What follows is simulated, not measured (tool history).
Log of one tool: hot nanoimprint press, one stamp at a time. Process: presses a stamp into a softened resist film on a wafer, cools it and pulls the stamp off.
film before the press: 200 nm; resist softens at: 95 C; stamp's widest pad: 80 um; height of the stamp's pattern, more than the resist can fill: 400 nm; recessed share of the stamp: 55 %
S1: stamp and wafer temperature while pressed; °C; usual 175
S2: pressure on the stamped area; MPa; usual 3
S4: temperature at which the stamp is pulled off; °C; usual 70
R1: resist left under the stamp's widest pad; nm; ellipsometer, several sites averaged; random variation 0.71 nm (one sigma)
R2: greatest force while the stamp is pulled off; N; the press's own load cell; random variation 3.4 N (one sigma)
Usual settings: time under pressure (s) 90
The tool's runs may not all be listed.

Run 1, hour 0: usual settings. Result: R1 84.2 nm, R2 163 N.
Run 2, hour 34.7: usual settings. Result: R1 83.5 nm, R2 160 N.
At hour 73.8: plate thermocouple calibrated.
Run 3, hour 74.3: usual settings but S1 164 °C. Result: R1 127.1 nm, R2 170 N.
Run 4, hour 102.8: usual settings but S1 164 °C. Result: R1 128.6 nm, R2 159 N.
At hour 116.6: stamp cleaned and given a new release coat.
Run 5, hour 149.3: usual settings but S1 164 °C. Result: R1 127.8 nm, R2 159 N.
At hour 183.6: press's hydraulic seals changed and the load cell set to zero.
Run 6, hour 192.4: usual settings but S1 164 °C. Result: R1 128.5 nm, R2 167 N.
Run 7, hour 210.1: usual settings but S1 170 °C. Result: R1 101.5 nm, R2 159 N.
Run 8, hour 247.1: usual settings but S1 170 °C. Result: R1 100 nm, R2 163 N.
Run 9, hour 282: usual settings but S1 170 °C. Result: R1 101.6 nm, R2 164 N.
Run 10, hour 306.6: usual settings but S1 170 °C. Result: R1 102.2 nm, R2 162 N.
Run 11, hour 338.8: usual settings but S1 163 °C. Result: R1 132 nm, R2 166 N.
Run 12, hour 361.9: usual settings but S1 163 °C, time under pressure (s) 106. Result: R1 127.4 nm, R2 164 N.
Run 13, hour 399.6: usual settings but S1 163 °C, time under pressure (s) 106. Result: R1 126.8 nm, R2 166 N.
Run 14, hour 431.9: usual settings but S1 163 °C, time under pressure (s) 106. Result: R1 126 nm, R2 163 N.
Run 15, hour 455.4: usual settings but S2 2.35 MPa. Result: R1 95 nm, R2 166 N.
Run 16, hour 474.6: usual settings but S1 165 °C, time under pressure (s) 138. Result: R1 107.8 nm, R2 162 N.
Run 17, hour 492.1: usual settings but S1 181 °C, S2 2.74 MPa, time under pressure (s) 48, S4 60 °C. Result: R1 88.4 nm, R2 197 N.
Run 18, hour 525: usual settings but time under pressure (s) 63, S4 57 °C. Result: R1 94.6 nm, R2 210 N.
Run 19, hour 557.8: usual settings but S1 180 °C, time under pressure (s) 63, S4 77 °C. Result: R1 78.2 nm, R2 141 N.
At hour 581.7: stamp cleaned and given a new release coat.
Run 20, hour 581.7: usual settings but S2 3.28 MPa. Result: R1 79.4 nm, R2 158 N.
Run 21, hour 620.8: usual settings but S2 3.28 MPa. Result: R1 80.8 nm, R2 163 N.
Run 22, hour 650.5: usual settings but S2 2.13 MPa, time under pressure (s) 50, S4 74 °C. Result: R1 120.2 nm, R2 146 N.
At hour 669.7: plate thermocouple calibrated.
Run 23, hour 672: usual settings but S1 169 °C, S2 1.96 MPa. Result: R1 126.6 nm, R2 165 N.
Run 24, hour 709.5: usual settings but S1 169 °C, S2 1.96 MPa, S4 69 °C. Result: R1 125.3 nm, R2 165 N.
Run 25, hour 732.3: usual settings but S1 165 °C, S2 2.75 MPa. Result: R1 128.1 nm, R2 168 N.
Run 26, hour 757: usual settings but S2 4.06 MPa. Result: R1 71.1 nm, R2 165 N.
Run 27, hour 778.7: usual settings but S2 4.06 MPa, time under pressure (s) 69. Result: R1 78.5 nm, R2 158 N.
Run 28, hour 814.6: usual settings but S1 186 °C. Result: R1 54.3 nm, R2 159 N.
Run 29, hour 842: usual settings but S1 182 °C, time under pressure (s) 71, S4 78 °C. Result: R1 69.9 nm, R2 140 N.

Forecast each of these 5 alternatives for the next run:
Run A, hour 861.7: usual settings but S1 182 °C, time under pressure (s) 133, S4 78 °C. Result: R1 ?, R2 ?.
Run B, hour 861.7: usual settings but S1 174 °C, time under pressure (s) 69, S4 76 °C. Result: R1 ?, R2 ?.
Run C, hour 861.7: usual settings but S1 182 °C, time under pressure (s) 82, S4 78 °C. Result: R1 ?, R2 ?.
Run D, hour 861.7: usual settings but S1 182 °C, S2 2.18 MPa, time under pressure (s) 71. Result: R1 ?, R2 ?.
Run E, hour 861.7: usual settings but time under pressure (s) 108, S4 58 °C. Result: R1 ?, R2 ?.

run    R1   R2
  A  54.6  137
  B  95.3  140
  C  65.7  136
  D  82.5  164
  E  78.1  205
Without the tool's hidden state the same runs would have given:
run    R1   R2
  A  54.6  136
  B  95.2  139
  C  65.6  135
  D  82.4  163
  E    78  203
